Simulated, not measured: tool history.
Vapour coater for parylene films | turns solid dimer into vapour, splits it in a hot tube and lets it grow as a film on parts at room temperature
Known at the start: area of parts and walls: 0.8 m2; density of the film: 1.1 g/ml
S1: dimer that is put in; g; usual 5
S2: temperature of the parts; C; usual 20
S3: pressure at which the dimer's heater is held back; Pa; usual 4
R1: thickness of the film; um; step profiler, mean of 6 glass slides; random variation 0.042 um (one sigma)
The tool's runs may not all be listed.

| run | hour | S1 | S2 | S3 | R1 |
|---|---|---|---|---|---|
| 1 | 0 | 5 | 20 | 4 | 4.3 |
| 2 | 34.6 | 5 | 20 | 4 | 4.31 |
| 3 | 80.4 | 4 | 20 | 4 | 3.33 |
| 4 | 144.5 | 4 | 20 | 4 | 3.4 |
| 5 | 183.6 | 4 | 20 | 4 | 3.36 |
| 6 | 237.8 | 5 | 20 | 11.39 | 3.46 |
| 7 | 302 | 2 | 20 | 4 | 1.65 |
| 8 | 348.6 | 2 | 20 | 4 | 1.63 |
| 9 | 391.9 | 5 | 20 | 4 | 4.18 |
| 10 | 442.2 | 4 | 20 | 4 | 3.25 |
| 11 | 478.9 | 5 | 20 | 4 | 4.02 |
| 12 | 510.5 | 5 | 20 | 4 | 4.03 |
| 13 | 565.9 | 5 | 20 | 4 | 3.99 |
| 14 | 597.5 | 5 | 20 | 4 | 4.01 |
| 15 | 658 | 5 | 20 | 4 | 4.04 |
| 16 | 695.4 | 5 | 20 | 4 | 4.64 |
| 17 | 739.3 | 5 | 20 | 4 | 4.57 |
| 18 | 798.6 | 5 | 20 | 4 | 4.56 |
| 19 | 831 | 5 | 20 | 4 | 4.62 |
| 20 | 870.3 | 5 | 20 | 4 | 4.5 |
| 21 | 925.4 | 7 | 20 | 4 | 6.31 |
| 22 | 978.8 | 5 | 21 | 4 | 4.32 |
| 23 | 1008.6 | 5 | 20 | 4 | 4.47 |
| 24 | 1048.9 | 5 | 20 | 4 | 4.49 |
| 25 | 1084 | 5 | 20 | 4 | 4.48 |
| 26 | 1112.1 | 5 | 20 | 4 | 4.45 |
| 27 | 1141.5 | 3 | 20 | 8.22 | 2.32 |
| 28 | 1197.8 | 3 | 20 | 8.22 | 2.3 |
| 29 | 1243.8 | 3 | 18 | 4 | 2.86 |
| 30 | 1287.3 | 3 | 18 | 4 | 2.84 |
| 31 | 1319 | 5 | 20 | 4 | 4.27 |
| 32 | 1363.5 | 4 | 26 | 4.97 | 2.49 |
| 33 | 1411.2 | 4 | 26 | 4.97 | 2.48 |
| 34 | 1446.3 | 4 | 26 | 3.6 | 2.58 |
| 35 | 1503.1 | 4 | 20 | 4 | 3.34 |
| 36 | 1537.7 | 4 | 20 | 4 | 3.53 |
| 37 | 1576.4 | 3 | 21 | 2.04 | 2.83 |
| 38 | 1637.3 | 3 | 21 | 10.63 | 2.06 |
| 39 | 1670.6 | 3 | 21 | 10.63 | 2.11 |
| 40 | 1705.2 | 2 | 24 | 6.25 | 1.33 |
| 41 | 1750.5 | 8 | 21 | 7.2 | 5.89 |
| 42 | 1796 | 8 | 14 | 2.11 | 8.69 |
| 43 | 1846.5 | 8 | 14 | 2.11 | 8.59 |
| 44 | 1890.8 | 8 | 14 | 2.11 | 8.69 |
| 45 | 1943.5 | 8 | 20 | 4 | 6.73 |

Not shown: 4 entries that the log had between the listed runs. Between which runs, and how does the tool's hidden state differ before and after?
Between runs 7 and 8: trap's valve overhauled (hour 325.3)
  vapour lost through the trap's worn valve, %: 5.1 -> 6.7; true temperature of the parts over the reading, C: 1.03 -> 1.07
  measured less the result without the state, R1: -0.18 -> -0.21 um
Between runs 15 and 16: trap's valve overhauled, once more (hour 675.3); table's thermometer calibrated (hour 693.5)
  vapour lost through the trap's worn valve, %: 8.5 -> 0.3; true temperature of the parts over the reading, C: 1.39 -> -0.07
  measured less the result without the state, R1: -0.67 -> +0.01 um
Between runs 35 and 36: trap's valve overhauled (hour 1529)
  vapour lost through the trap's worn valve, %: 5.1 -> 0.5; true temperature of the parts over the reading, C: 0.74 -> 0.77
  measured less the result without the state, R1: -0.31 -> -0.15 um

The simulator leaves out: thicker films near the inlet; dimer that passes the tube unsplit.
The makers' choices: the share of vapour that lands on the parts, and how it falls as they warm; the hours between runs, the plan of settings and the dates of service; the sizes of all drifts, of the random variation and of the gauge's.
